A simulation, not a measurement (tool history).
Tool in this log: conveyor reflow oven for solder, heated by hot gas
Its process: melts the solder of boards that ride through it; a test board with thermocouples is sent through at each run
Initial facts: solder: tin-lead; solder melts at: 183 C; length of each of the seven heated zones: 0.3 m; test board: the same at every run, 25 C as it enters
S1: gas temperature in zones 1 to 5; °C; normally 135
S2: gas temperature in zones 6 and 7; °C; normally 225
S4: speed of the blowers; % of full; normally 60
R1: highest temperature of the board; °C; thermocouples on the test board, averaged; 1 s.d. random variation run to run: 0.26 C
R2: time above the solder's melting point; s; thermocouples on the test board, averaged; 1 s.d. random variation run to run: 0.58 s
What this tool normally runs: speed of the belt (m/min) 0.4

{"run": 1, "hour": 0.0, "S1": 135, "S2": 225, "speed of the belt (m/min)": 0.4, "S4": 60, "R1": 206.6, "R2": 53.8}
{"run": 2, "hour": 21.9, "S1": 135, "S2": 225, "speed of the belt (m/min)": 0.4, "S4": 60, "R1": 206.7, "R2": 54.4}
{"run": 3, "hour": 40.3, "S1": 140, "S2": 225, "speed of the belt (m/min)": 0.4, "S4": 60, "R1": 207.8, "R2": 57.6}
{"run": 4, "hour": 55.2, "S1": 133, "S2": 225, "speed of the belt (m/min)": 0.4, "S4": 60, "R1": 206.4, "R2": 51.6}
{"run": 5, "hour": 73.9, "S1": 133, "S2": 225, "speed of the belt (m/min)": 0.4, "S4": 60, "R1": 205.9, "R2": 53.3}
{"run": 6, "hour": 90.2, "S1": 133, "S2": 218, "speed of the belt (m/min)": 0.4, "S4": 60, "R1": 200.5, "R2": 44.4}
{"run": 7, "hour": 107.6, "S1": 135, "S2": 225, "speed of the belt (m/min)": 0.431, "S4": 60, "R1": 204, "R2": 45.3}
{"run": 8, "hour": 130.7, "S1": 135, "S2": 225, "speed of the belt (m/min)": 0.431, "S4": 60, "R1": 203.8, "R2": 45.5}
{"run": 9, "hour": 146.0, "S1": 135, "S2": 225, "speed of the belt (m/min)": 0.431, "S4": 60, "R1": 203.7, "R2": 46}
{"run": 10, "hour": 174.8, "S1": 135, "S2": 225, "speed of the belt (m/min)": 0.4, "S4": 60, "R1": 206.2, "R2": 53.4}
{"run": 11, "hour": 204.1, "S1": 135, "S2": 225, "speed of the belt (m/min)": 0.4, "S4": 60, "R1": 206, "R2": 52.1}
{"run": 12, "hour": 217.9, "S1": 149, "S2": 229, "speed of the belt (m/min)": 0.4, "S4": 56, "R1": 211.3, "R2": 64.6}
{"run": 13, "hour": 238.6, "S1": 148, "S2": 229, "speed of the belt (m/min)": 0.431, "S4": 56, "R1": 208.7, "R2": 55.7}
{"run": 14, "hour": 257.5, "S1": 126, "S2": 220, "speed of the belt (m/min)": 0.399, "S4": 76, "R1": 203.7, "R2": 48.9}
{"run": 15, "hour": 278.3, "S1": 135, "S2": 225, "speed of the belt (m/min)": 0.4, "S4": 83, "R1": 210.6, "R2": 61.2}
{"run": 16, "hour": 297.1, "S1": 135, "S2": 225, "speed of the belt (m/min)": 0.4, "S4": 83, "R1": 210.6, "R2": 60}
{"run": 17, "hour": 327.0, "S1": 140, "S2": 225, "speed of the belt (m/min)": 0.465, "S4": 83, "R1": 207.1, "R2": 48.6}
{"run": 18, "hour": 347.3, "S1": 130, "S2": 227, "speed of the belt (m/min)": 0.465, "S4": 57, "R1": 199.2, "R2": 32.9}
{"run": 19, "hour": 373.7, "S1": 130, "S2": 227, "speed of the belt (m/min)": 0.465, "S4": 57, "R1": 198.7, "R2": 33.7}
{"run": 20, "hour": 402.7, "S1": 124, "S2": 217, "speed of the belt (m/min)": 0.465, "S4": 57, "R1": 189.7, "R2": 15.9}

What if the next run were any one of these 4? Each begins from the tool's condition after run 20:
{"run": "A", "hour": 430.3, "S1": 142, "S2": 217, "speed of the belt (m/min)": 0.328, "S4": 57, "R1": "?", "R2": "?"}
{"run": "B", "hour": 430.3, "S1": 135, "S2": 224, "speed of the belt (m/min)": 0.33, "S4": 60, "R1": "?", "R2": "?"}
{"run": "C", "hour": 430.3, "S1": 132, "S2": 225, "speed of the belt (m/min)": 0.449, "S4": 51, "R1": "?", "R2": "?"}
{"run": "D", "hour": 430.3, "S1": 124, "S2": 230, "speed of the belt (m/min)": 0.383, "S4": 74, "R1": "?", "R2": "?"}

run=A R1=205.3 R2=69.7
run=B R1=210.8 R2=73.7
run=C R1=196.9 R2=31.8
run=D R1=212.4 R2=61.4
The same runs, with their run-to-run variation unchanged, on a tool lacking any hidden condition would have given:
run=A R1=205.4 R2=69.9
run=B R1=211.1 R2=74
run=C R1=197.9 R2=33.4
run=D R1=213.5 R2=62.6
